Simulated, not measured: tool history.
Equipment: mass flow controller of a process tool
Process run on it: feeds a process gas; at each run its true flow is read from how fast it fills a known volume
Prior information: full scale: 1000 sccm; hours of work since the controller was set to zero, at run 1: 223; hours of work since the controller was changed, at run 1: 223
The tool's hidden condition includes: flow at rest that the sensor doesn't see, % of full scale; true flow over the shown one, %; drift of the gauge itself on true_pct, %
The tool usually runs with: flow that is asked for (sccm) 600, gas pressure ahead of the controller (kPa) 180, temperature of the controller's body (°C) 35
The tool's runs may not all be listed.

run     day  flow that is asked for (sccm)  gas pressure ahead of the controller (kPa)  temperature of the controller's body (°C)  hours of work since the controller was set to zero  hours of work since the controller was changed  true flow (%)
  1   0.000                            600                                         180                                         35                                                 223                                             223         100.32
  2   1.783                            600                                         180                                         35                                                 255                                             255         100.30
  3   4.908                            600                                         180                                         35                                                 312                                             312         100.22
  4   7.412                            600                                         180                                         35                                                 357                                             357         100.30
  5  10.933                            600                                         154                                         35                                                 421                                             421         100.62
  6  12.458                            600                                         154                                         35                                                 448                                             448         100.60
  7  15.104                            600                                         154                                         35                                                 496                                             496         100.44
  8  17.612                            649                                         180                                         35                                                 541                                             541         100.56
  9  21.117                            649                                         180                                         35                                                 605                                             605         100.52
 10  24.242                            649                                         180                                         35                                                 661                                             661         100.53
 11  25.762                            649                                         180                                         35                                                 689                                             689         100.49
 12  29.238                            649                                         180                                         28                                                 751                                             751         100.01
 13  31.458                            649                                         180                                         28                                                 792                                             792         100.08
 14  34.888                            600                                         180                                         35                                                 854                                             854         100.58
 15  37.875                            600                                         180                                         35                                                 907                                             907         100.82
 16  40.383                            600                                         180                                         35                                                 953                                             953         100.55
 17  43.621                            600                                         180                                         35                                                1011                                            1011         100.60
 18  45.250                            600                                         180                                         35                                                1041                                            1041         100.58
 19  48.050                            600                                         180                                         35                                                1091                                            1091         100.63
 20  50.433                            600                                         180                                         35                                                1134                                            1134         100.83
 21  54.038                            600                                         180                                         25                                                1199                                            1199          99.96
 22  55.650                            600                                         180                                         25                                                1229                                            1229          99.97
 23  58.800                            600                                         180                                         25                                                1285                                            1285          99.92
 24  62.192                            600                                         180                                         35                                                1347                                            1347         100.85
 25  65.629                            600                                         180                                         35                                                1409                                            1409         100.76
 26  67.612                            466                                         180                                         35                                                1445                                            1445         100.80
 27  70.883                            600                                         272                                         34                                                1504                                            1504         100.07
 28  73.888                            182                                         225                                         35                                                1558                                            1558         100.76
 29  75.600                            101                                         188                                         31                                                1589                                            1589         101.75
 30  77.750                            192                                         231                                         33                                                1628                                            1628         100.71
 31  80.638                            131                                         180                                         35                                                1680                                            1680         101.95
     80.812  -- controller's zero set anew
 32  82.733                            264                                         180                                         33                                                  35                                            1718         101.03
 33  84.738                            264                                         180                                         33                                                  71                                            1754         101.05
     86.479  -- controller's zero set anew, once more
 34  86.479                            264                                         180                                         33                                                   0                                            1785         100.15
 35  88.812                            264                                         180                                         33                                                  42                                            1827         100.13
 36  91.875                            264                                         180                                         33                                                  97                                            1882         100.22
 37  94.808                            264                                         180                                         33                                                 151                                            1935         100.03
 38  97.533                            390                                         150                                         21                                                 200                                            1985          99.66

Run 39 is up next; what results do you expect?
 39  100.567                            390                                         150                                         21                                                 255                                            2039              ?

{"run 39": {"true flow (%)": 99.5}}
Minus the tool's unlogged condition, the same run would have read true flow (%) 99.00.

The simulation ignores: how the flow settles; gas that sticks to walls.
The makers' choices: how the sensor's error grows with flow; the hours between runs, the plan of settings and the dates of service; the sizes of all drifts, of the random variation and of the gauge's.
